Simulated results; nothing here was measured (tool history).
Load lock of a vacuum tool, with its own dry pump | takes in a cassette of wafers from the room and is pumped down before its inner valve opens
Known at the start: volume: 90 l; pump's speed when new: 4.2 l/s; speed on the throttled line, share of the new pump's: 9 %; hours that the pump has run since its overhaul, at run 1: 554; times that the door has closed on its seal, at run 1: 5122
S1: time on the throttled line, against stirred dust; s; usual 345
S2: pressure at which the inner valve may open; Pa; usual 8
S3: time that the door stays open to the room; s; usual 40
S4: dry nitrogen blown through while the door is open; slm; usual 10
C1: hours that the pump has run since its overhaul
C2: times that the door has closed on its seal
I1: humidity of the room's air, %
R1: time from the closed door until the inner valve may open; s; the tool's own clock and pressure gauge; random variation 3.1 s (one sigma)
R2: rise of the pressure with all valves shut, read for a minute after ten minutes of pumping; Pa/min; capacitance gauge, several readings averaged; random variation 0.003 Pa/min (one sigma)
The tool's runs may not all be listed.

{"run": 1, "hour": 0.0, "S1": 345, "S2": 8, "S3": 40, "S4": 10, "C1": 554, "C2": 5122, "I1": 45.2, "R1": 518.5, "R2": 0.042}
{"run": 2, "hour": 266.9, "S1": 345, "S2": 8, "S3": 40, "S4": 10, "C1": 821, "C2": 5547, "I1": 47.7, "R1": 518.9, "R2": 0.045}
{"run": 3, "hour": 440.2, "S1": 345, "S2": 8, "S3": 54, "S4": 10, "C1": 994, "C2": 5823, "I1": 44.8, "R1": 517.4, "R2": 0.047}
{"run": 4, "hour": 566.9, "S1": 345, "S2": 8, "S3": 208, "S4": 10, "C1": 1121, "C2": 6025, "I1": 44.9, "R1": 516.9, "R2": 0.108}
{"run": 5, "hour": 807.3, "S1": 345, "S2": 8, "S3": 208, "S4": 10, "C1": 1361, "C2": 6408, "I1": 45.2, "R1": 514.1, "R2": 0.116}
{"run": 6, "hour": 1099.5, "S1": 345, "S2": 8, "S3": 208, "S4": 10, "C1": 1653, "C2": 6873, "I1": 45.3, "R1": 518.7, "R2": 0.122}
{"run": 7, "hour": 1230.0, "S1": 345, "S2": 8, "S3": 208, "S4": 10, "C1": 1784, "C2": 7081, "I1": 44.4, "R1": 522.1, "R2": 0.115}
{"run": 8, "hour": 1393.7, "S1": 345, "S2": 8, "S3": 208, "S4": 10, "C1": 1948, "C2": 7342, "I1": 45.9, "R1": 516.9, "R2": 0.115}
{"run": 9, "hour": 1545.7, "S1": 345, "S2": 8, "S3": 208, "S4": 10, "C1": 2100, "C2": 7584, "I1": 40.3, "R1": 516.5, "R2": 0.104}
{"run": 10, "hour": 1712.7, "S1": 345, "S2": 8, "S3": 40, "S4": 10, "C1": 2267, "C2": 7850, "I1": 43.5, "R1": 518.7, "R2": 0.047}
{"run": 11, "hour": 1904.8, "S1": 345, "S2": 8, "S3": 40, "S4": 10, "C1": 2459, "C2": 8156, "I1": 46.4, "R1": 520.8, "R2": 0.045}
{"run": 12, "hour": 2029.3, "S1": 345, "S2": 8, "S3": 40, "S4": 10, "C1": 2583, "C2": 8354, "I1": 47.1, "R1": 517.0, "R2": 0.043}
{"run": 13, "hour": 2230.8, "S1": 345, "S2": 8, "S3": 40, "S4": 10, "C1": 2785, "C2": 8675, "I1": 47.3, "R1": 526.1, "R2": 0.053}
{"run": 14, "hour": 2413.0, "S1": 345, "S2": 8, "S3": 40, "S4": 35, "C1": 2967, "C2": 8965, "I1": 43.3, "R1": 516.1, "R2": 0.038}
{"run": 15, "hour": 2580.4, "S1": 345, "S2": 8, "S3": 40, "S4": 35, "C1": 3134, "C2": 9231, "I1": 43.7, "R1": 519.8, "R2": 0.032}
{"run": 16, "hour": 2814.2, "S1": 345, "S2": 8, "S3": 40, "S4": 35, "C1": 3368, "C2": 9604, "I1": 42.7, "R1": 521.9, "R2": 0.036}
{"run": 17, "hour": 2977.8, "S1": 345, "S2": 8, "S3": 40, "S4": 10, "C1": 3532, "C2": 9864, "I1": 46.0, "R1": 524.0, "R2": 0.047}
{"run": 18, "hour": 3188.0, "S1": 345, "S2": 8, "S3": 40, "S4": 10, "C1": 3742, "C2": 10199, "I1": 44.2, "R1": 521.4, "R2": 0.044}
{"run": 19, "hour": 3362.8, "S1": 624, "S2": 15, "S3": 40, "S4": 10, "C1": 3917, "C2": 10478, "I1": 47.0, "R1": 765.2, "R2": 0.049}
{"run": 20, "hour": 3548.0, "S1": 345, "S2": 8, "S3": 79, "S4": 13, "C1": 4102, "C2": 10773, "I1": 41.4, "R1": 522.2, "R2": 0.067}
{"run": 21, "hour": 3766.2, "S1": 345, "S2": 8, "S3": 79, "S4": 13, "C1": 4320, "C2": 11120, "I1": 44.5, "R1": 527.2, "R2": 0.065}
{"run": 22, "hour": 4061.9, "S1": 345, "S2": 8, "S3": 79, "S4": 13, "C1": 4616, "C2": 11591, "I1": 43.1, "R1": 523.2, "R2": 0.07}
{"run": 23, "hour": 4289.9, "S1": 676, "S2": 6, "S3": 40, "S4": 10, "C1": 4844, "C2": 11954, "I1": 41.6, "R1": 828.2, "R2": 0.039}
{"run": 24, "hour": 4449.1, "S1": 664, "S2": 8, "S3": 65, "S4": 13, "C1": 5003, "C2": 12208, "I1": 44.3, "R1": 821.1, "R2": 0.059}
{"run": 25, "hour": 4628.5, "S1": 664, "S2": 8, "S3": 65, "S4": 13, "C1": 5183, "C2": 12493, "I1": 43.4, "R1": 820.0, "R2": 0.063}
{"run": 26, "hour": 4896.6, "S1": 263, "S2": 6, "S3": 40, "S4": 16, "C1": 5451, "C2": 12920, "I1": 44.0, "R1": 461.3, "R2": 0.05}
{"run": 27, "hour": 5069.1, "S1": 498, "S2": 16, "S3": 40, "S4": 16, "C1": 5623, "C2": 13195, "I1": 44.3, "R1": 642.9, "R2": 0.05}
{"run": 28, "hour": 5271.2, "S1": 379, "S2": 7, "S3": 105, "S4": 37, "C1": 5825, "C2": 13517, "I1": 46.4, "R1": 564.8, "R2": 0.064}
{"run": 29, "hour": 5531.8, "S1": 345, "S2": 9, "S3": 40, "S4": 10, "C1": 6086, "C2": 13932, "I1": 46.6, "R1": 526.2, "R2": 0.054}
{"run": 30, "hour": 5726.2, "S1": 345, "S2": 9, "S3": 40, "S4": 10, "C1": 6280, "C2": 14242, "I1": 45.4, "R1": 525.1, "R2": 0.051}
{"run": 31, "hour": 5885.1, "S1": 345, "S2": 7, "S3": 181, "S4": 10, "C1": 6439, "C2": 14495, "I1": 44.8, "R1": 528.1, "R2": 0.126}
{"run": 32, "hour": 6120.1, "S1": 287, "S2": 7, "S3": 181, "S4": 5, "C1": 6674, "C2": 14869, "I1": 47.6, "R1": 479.0, "R2": 0.133}
{"run": 33, "hour": 6292.6, "S1": 213, "S2": 6, "S3": 26, "S4": 5, "C1": 6847, "C2": 15143, "I1": 40.1, "R1": 419.9, "R2": 0.051}
{"run": 34, "hour": 6587.1, "S1": 213, "S2": 6, "S3": 26, "S4": 5, "C1": 7141, "C2": 15613, "I1": 46.9, "R1": 419.7, "R2": 0.055}
{"run": 35, "hour": 6839.9, "S1": 213, "S2": 6, "S3": 26, "S4": 5, "C1": 7394, "C2": 16015, "I1": 48.5, "R1": 413.7, "R2": 0.052}
{"run": 36, "hour": 7108.2, "S1": 213, "S2": 6, "S3": 26, "S4": 5, "C1": 7662, "C2": 16442, "I1": 43.2, "R1": 422.4, "R2": 0.052}

Forecast each of these 4 alternatives for the next run:
{"run": "A", "hour": 7389.3, "S1": 213, "S2": 16, "S3": 26, "S4": 16, "C1": 7943, "C2": 16890, "I1": 46.2, "R1": "?", "R2": "?"}
{"run": "B", "hour": 7389.3, "S1": 178, "S2": 14, "S3": 27, "S4": 5, "C1": 7943, "C2": 16890, "I1": 45.6, "R1": "?", "R2": "?"}
{"run": "C", "hour": 7389.3, "S1": 345, "S2": 13, "S3": 85, "S4": 16, "C1": 7943, "C2": 16890, "I1": 44.2, "R1": "?", "R2": "?"}
{"run": "D", "hour": 7389.3, "S1": 345, "S2": 9, "S3": 166, "S4": 41, "C1": 7943, "C2": 16890, "I1": 45.7, "R1": "?", "R2": "?"}

run=A R1=398.0 R2=0.047
run=B R1=368.5 R2=0.058
run=C R1=519.8 R2=0.079
run=D R1=533.9 R2=0.081
Without the tool's hidden state the same runs would have given:
run=A R1=385.3 R2=0.020
run=B R1=355.3 R2=0.031
run=C R1=507.7 R2=0.052
run=D R1=521.1 R2=0.055

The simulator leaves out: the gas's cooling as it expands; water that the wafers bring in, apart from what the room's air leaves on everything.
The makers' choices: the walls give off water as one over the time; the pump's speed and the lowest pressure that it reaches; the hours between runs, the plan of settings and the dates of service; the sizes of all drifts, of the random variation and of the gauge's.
